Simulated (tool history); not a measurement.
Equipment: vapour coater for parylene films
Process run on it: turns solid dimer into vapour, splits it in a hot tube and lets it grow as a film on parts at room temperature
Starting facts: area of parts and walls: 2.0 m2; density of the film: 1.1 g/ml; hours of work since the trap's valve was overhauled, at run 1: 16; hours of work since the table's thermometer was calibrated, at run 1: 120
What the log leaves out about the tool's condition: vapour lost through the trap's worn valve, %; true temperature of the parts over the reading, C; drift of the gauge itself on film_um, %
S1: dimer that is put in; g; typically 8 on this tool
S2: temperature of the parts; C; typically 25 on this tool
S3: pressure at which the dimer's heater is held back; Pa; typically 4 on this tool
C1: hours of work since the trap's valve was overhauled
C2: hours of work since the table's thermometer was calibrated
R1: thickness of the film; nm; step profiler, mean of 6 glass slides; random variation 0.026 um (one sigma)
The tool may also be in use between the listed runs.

{"run": 1, "hour": 0.0, "S1": 8, "S2": 25, "S3": 4, "C1": 16, "C2": 120, "R1": 2260}
{"run": 2, "hour": 9.3, "S1": 8, "S2": 25, "S3": 4, "C1": 21, "C2": 125, "R1": 2260}
{"run": 3, "hour": 20.2, "S1": 8, "S2": 25, "S3": 4, "C1": 26, "C2": 130, "R1": 2270}
{"run": 4, "hour": 38.3, "S1": 8, "S2": 31, "S3": 4, "C1": 35, "C2": 139, "R1": 1640}
{"run": 5, "hour": 46.6, "S1": 8, "S2": 31, "S3": 4, "C1": 39, "C2": 143, "R1": 1700}
{"run": 6, "hour": 66.6, "S1": 8, "S2": 31, "S3": 4, "C1": 49, "C2": 153, "R1": 1650}
{"run": 7, "hour": 76.1, "S1": 8, "S2": 31, "S3": 4, "C1": 54, "C2": 158, "R1": 1710}
{"run": 8, "hour": 95.5, "S1": 8, "S2": 25, "S3": 4, "C1": 64, "C2": 168, "R1": 2250}
{"run": 9, "hour": 115.0, "S1": 8, "S2": 25, "S3": 4, "C1": 74, "C2": 178, "R1": 2220}
{"run": 10, "hour": 133.3, "S1": 8, "S2": 25, "S3": 4, "C1": 83, "C2": 187, "R1": 2180}
{"run": 11, "hour": 143.1, "S1": 8, "S2": 25, "S3": 9.2, "C1": 88, "C2": 192, "R1": 1910}
{"run": 12, "hour": 161.4, "S1": 8, "S2": 25, "S3": 9.2, "C1": 97, "C2": 201, "R1": 1910}
{"run": 13, "hour": 171.0, "S1": 10, "S2": 25, "S3": 4, "C1": 102, "C2": 206, "R1": 2690}
{"run": 14, "hour": 182.9, "S1": 10, "S2": 25, "S3": 4, "C1": 108, "C2": 212, "R1": 2670}
{"run": 15, "hour": 192.4, "S1": 10, "S2": 25, "S3": 4, "C1": 113, "C2": 217, "R1": 2680}
{"run": 16, "hour": 205.2, "S1": 10, "S2": 25, "S3": 4, "C1": 119, "C2": 223, "R1": 2640}
{"run": 17, "hour": 218.5, "S1": 10, "S2": 25, "S3": 4, "C1": 126, "C2": 230, "R1": 2680}
{"run": 18, "hour": 230.4, "S1": 10, "S2": 25, "S3": 4, "C1": 132, "C2": 236, "R1": 2640}
{"run": 19, "hour": 248.0, "S1": 10, "S2": 25, "S3": 4, "C1": 141, "C2": 245, "R1": 2610}
{"run": 20, "hour": 266.9, "S1": 10, "S2": 25, "S3": 4, "C1": 150, "C2": 254, "R1": 2610}
{"run": 21, "hour": 277.4, "S1": 11, "S2": 25, "S3": 4, "C1": 156, "C2": 259, "R1": 2870}
{"run": 22, "hour": 290.8, "S1": 11, "S2": 25, "S3": 4, "C1": 162, "C2": 266, "R1": 2850}
{"run": 23, "hour": 310.0, "S1": 11, "S2": 25, "S3": 4, "C1": 172, "C2": 276, "R1": 2800}
{"run": 24, "hour": 322.7, "S1": 8, "S2": 25, "S3": 2.27, "C1": 178, "C2": 282, "R1": 2270}
{"run": 25, "hour": 334.8, "S1": 8, "S2": 36, "S3": 4.28, "C1": 184, "C2": 288, "R1": 1220}
{"run": 26, "hour": 345.8, "S1": 8, "S2": 36, "S3": 4.28, "C1": 190, "C2": 294, "R1": 1210}
{"run": 27, "hour": 366.1, "S1": 8, "S2": 36, "S3": 4.28, "C1": 200, "C2": 304, "R1": 1160}
{"run": 28, "hour": 377.5, "S1": 8, "S2": 31, "S3": 3.81, "C1": 206, "C2": 310, "R1": 1550}
{"run": 29, "hour": 388.7, "S1": 12, "S2": 21, "S3": 3.81, "C1": 212, "C2": 315, "R1": 3650}
{"run": 30, "hour": 407.2, "S1": 7, "S2": 25, "S3": 7.76, "C1": 221, "C2": 325, "R1": 1580}
{"run": 31, "hour": 423.4, "S1": 8, "S2": 25, "S3": 4.63, "C1": 229, "C2": 333, "R1": 1940}
{"run": 32, "hour": 443.0, "S1": 3, "S2": 25, "S3": 7.36, "C1": 239, "C2": 343, "R1": 680}
{"run": 33, "hour": 459.3, "S1": 4, "S2": 27, "S3": 7.92, "C1": 247, "C2": 351, "R1": 760}
{"run": 34, "hour": 471.8, "S1": 8, "S2": 26, "S3": 5.17, "C1": 253, "C2": 357, "R1": 1790}
{"run": 35, "hour": 489.5, "S1": 8, "S2": 26, "S3": 5.17, "C1": 262, "C2": 366, "R1": 1780}
{"run": 36, "hour": 502.6, "S1": 7, "S2": 25, "S3": 7.41, "C1": 269, "C2": 373, "R1": 1530}
{"run": 37, "hour": 515.8, "S1": 7, "S2": 25, "S3": 7.41, "C1": 275, "C2": 379, "R1": 1500}
{"hour": 522.3, "done": "trap's valve overhauled"}
{"run": 38, "hour": 538.4, "S1": 8, "S2": 25, "S3": 10.89, "C1": 8, "C2": 389, "R1": 1920}
{"run": 39, "hour": 549.8, "S1": 8, "S2": 25, "S3": 10.89, "C1": 14, "C2": 395, "R1": 1860}
{"run": 40, "hour": 562.2, "S1": 8, "S2": 31, "S3": 10.44, "C1": 20, "C2": 401, "R1": 1450}
{"run": 41, "hour": 576.8, "S1": 10, "S2": 36, "S3": 4, "C1": 27, "C2": 408, "R1": 1690}
{"run": 42, "hour": 593.9, "S1": 10, "S2": 36, "S3": 4, "C1": 36, "C2": 417, "R1": 1690}
{"run": 43, "hour": 609.0, "S1": 8, "S2": 20, "S3": 3.25, "C1": 44, "C2": 424, "R1": 2920}
{"run": 44, "hour": 618.6, "S1": 6, "S2": 20, "S3": 2.92, "C1": 48, "C2": 429, "R1": 2190}
{"run": 45, "hour": 633.6, "S1": 6, "S2": 20, "S3": 2.92, "C1": 56, "C2": 437, "R1": 2190}
{"run": 46, "hour": 647.1, "S1": 6, "S2": 20, "S3": 2.92, "C1": 63, "C2": 443, "R1": 2190}

Alternative continuations, all from the tool just after run 46; predict every row:
{"run": "A", "hour": 656.3, "S1": 9, "S2": 36, "S3": 7.52, "C1": 67, "C2": 448, "R1": "?"}
{"run": "B", "hour": 656.3, "S1": 6, "S2": 20, "S3": 3.13, "C1": 67, "C2": 448, "R1": "?"}
{"run": "C", "hour": 656.3, "S1": 6, "S2": 21, "S3": 2.92, "C1": 67, "C2": 448, "R1": "?"}

run=A R1=1300
run=B R1=2150
run=C R1=2090
Had the tool no hidden state, the same runs would have come out as:
run=A R1=1390
run=B R1=2290
run=C R1=2230
